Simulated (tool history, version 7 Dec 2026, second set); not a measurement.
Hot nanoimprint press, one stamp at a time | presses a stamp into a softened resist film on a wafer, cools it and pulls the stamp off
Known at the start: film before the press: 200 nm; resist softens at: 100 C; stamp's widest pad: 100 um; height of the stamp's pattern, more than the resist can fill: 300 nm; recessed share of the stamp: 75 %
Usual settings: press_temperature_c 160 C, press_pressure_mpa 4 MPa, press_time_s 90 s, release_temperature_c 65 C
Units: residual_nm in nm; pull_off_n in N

run 1 hour=0 | press_temperature_c=160 press_pressure_mpa=4 press_time_s=90 release_temperature_c=65 | residual_nm=92.2 pull_off_n=211
run 2 hour=29.6 | press_temperature_c=160 press_pressure_mpa=4 press_time_s=90 release_temperature_c=65 | residual_nm=92.6 pull_off_n=211
run 3 hour=56.7 | press_temperature_c=160 press_pressure_mpa=4 press_time_s=90 release_temperature_c=72 | residual_nm=91.6 pull_off_n=177
run 4 hour=71.7 | press_temperature_c=160 press_pressure_mpa=4 press_time_s=90 release_temperature_c=72 | residual_nm=91.6 pull_off_n=176
run 5 hour=100.7 | press_temperature_c=160 press_pressure_mpa=4 press_time_s=99 release_temperature_c=65 | residual_nm=88.6 pull_off_n=218
run 6 hour=118.9 | press_temperature_c=160 press_pressure_mpa=4 press_time_s=99 release_temperature_c=65 | residual_nm=88.7 pull_off_n=220
run 7 hour=141.5 | press_temperature_c=160 press_pressure_mpa=4 press_time_s=99 release_temperature_c=65 | residual_nm=89 pull_off_n=214
run 8 hour=165.5 | press_temperature_c=160 press_pressure_mpa=4 press_time_s=90 release_temperature_c=65 | residual_nm=90.6 pull_off_n=217
run 9 hour=189.9 | press_temperature_c=160 press_pressure_mpa=4 press_time_s=90 release_temperature_c=65 | residual_nm=91.4 pull_off_n=210
run 10 hour=210.7 | press_temperature_c=160 press_pressure_mpa=4 press_time_s=90 release_temperature_c=65 | residual_nm=91.4 pull_off_n=215
run 11 hour=237.9 | press_temperature_c=160 press_pressure_mpa=4 press_time_s=90 release_temperature_c=65 | residual_nm=90.8 pull_off_n=211
run 12 hour=259.5 | press_temperature_c=160 press_pressure_mpa=4 press_time_s=90 release_temperature_c=71 | residual_nm=90.5 pull_off_n=188
run 13 hour=288.8 | press_temperature_c=160 press_pressure_mpa=4 press_time_s=83 release_temperature_c=71 | residual_nm=92.6 pull_off_n=186
-- hour=305.2 plate thermocouple calibrated
run 14 hour=315.2 | press_temperature_c=160 press_pressure_mpa=4 press_time_s=90 release_temperature_c=65 | residual_nm=93.3 pull_off_n=228
run 15 hour=348.2 | press_temperature_c=160 press_pressure_mpa=4 press_time_s=90 release_temperature_c=67 | residual_nm=92.9 pull_off_n=222
run 16 hour=370.7 | press_temperature_c=163 press_pressure_mpa=5.66 press_time_s=64 release_temperature_c=65 | residual_nm=77.1 pull_off_n=226
run 17 hour=404.7 | press_temperature_c=163 press_pressure_mpa=5.66 press_time_s=64 release_temperature_c=65 | residual_nm=77.2 pull_off_n=231
-- hour=425.2 stamp cleaned and given a new release coat
run 18 hour=436.8 | press_temperature_c=163 press_pressure_mpa=5.66 press_time_s=64 release_temperature_c=65 | residual_nm=77.1 pull_off_n=160
run 19 hour=456.8 | press_temperature_c=160 press_pressure_mpa=4 press_time_s=78 release_temperature_c=65 | residual_nm=97.1 pull_off_n=163
run 20 hour=472.8 | press_temperature_c=160 press_pressure_mpa=4 press_time_s=179 release_temperature_c=65 | residual_nm=73.3 pull_off_n=159
run 21 hour=506.1 | press_temperature_c=160 press_pressure_mpa=4 press_time_s=179 release_temperature_c=65 | residual_nm=73.9 pull_off_n=163
run 22 hour=529.1 | press_temperature_c=153 press_pressure_mpa=2.66 press_time_s=54 release_temperature_c=55 | residual_nm=155.7 pull_off_n=206
run 23 hour=553.4 | press_temperature_c=153 press_pressure_mpa=2.66 press_time_s=54 release_temperature_c=55 | residual_nm=155.4 pull_off_n=209
run 24 hour=571.9 | press_temperature_c=153 press_pressure_mpa=3.3 press_time_s=105 release_temperature_c=68 | residual_nm=122.8 pull_off_n=151
run 25 hour=599.1 | press_temperature_c=160 press_pressure_mpa=2.55 press_time_s=90 release_temperature_c=55 | residual_nm=115.9 pull_off_n=208
run 26 hour=618.7 | press_temperature_c=160 press_pressure_mpa=2.55 press_time_s=90 release_temperature_c=55 | residual_nm=116.2 pull_off_n=212
run 27 hour=647.1 | press_temperature_c=160 press_pressure_mpa=6.23 press_time_s=90 release_temperature_c=68 | residual_nm=71.1 pull_off_n=157
run 28 hour=664.2 | press_temperature_c=160 press_pressure_mpa=4 press_time_s=85 release_temperature_c=65 | residual_nm=93.3 pull_off_n=174
run 29 hour=679.9 | press_temperature_c=160 press_pressure_mpa=4 press_time_s=85 release_temperature_c=65 | residual_nm=94 pull_off_n=168

4 ways to go on from here, each from the tool as it stands after run 29. What would each give?
run A hour=700.9 | press_temperature_c=160 press_pressure_mpa=4 press_time_s=85 release_temperature_c=52 | residual_nm=? pull_off_n=?
run B hour=700.9 | press_temperature_c=160 press_pressure_mpa=4 press_time_s=47 release_temperature_c=65 | residual_nm=? pull_off_n=?
run C hour=700.9 | press_temperature_c=160 press_pressure_mpa=3.36 press_time_s=64 release_temperature_c=65 | residual_nm=? pull_off_n=?
run D hour=700.9 | press_temperature_c=160 press_pressure_mpa=4 press_time_s=83 release_temperature_c=65 | residual_nm=? pull_off_n=?

run=A residual_nm=93.4 pull_off_n=231
run=B residual_nm=111.7 pull_off_n=172
run=C residual_nm=111 pull_off_n=172
run=D residual_nm=93.5 pull_off_n=168
Without the tool's hidden state the same runs would have given:
run=A residual_nm=94.9 pull_off_n=214
run=B residual_nm=113.3 pull_off_n=161
run=C residual_nm=112.8 pull_off_n=160
run=D residual_nm=95 pull_off_n=156
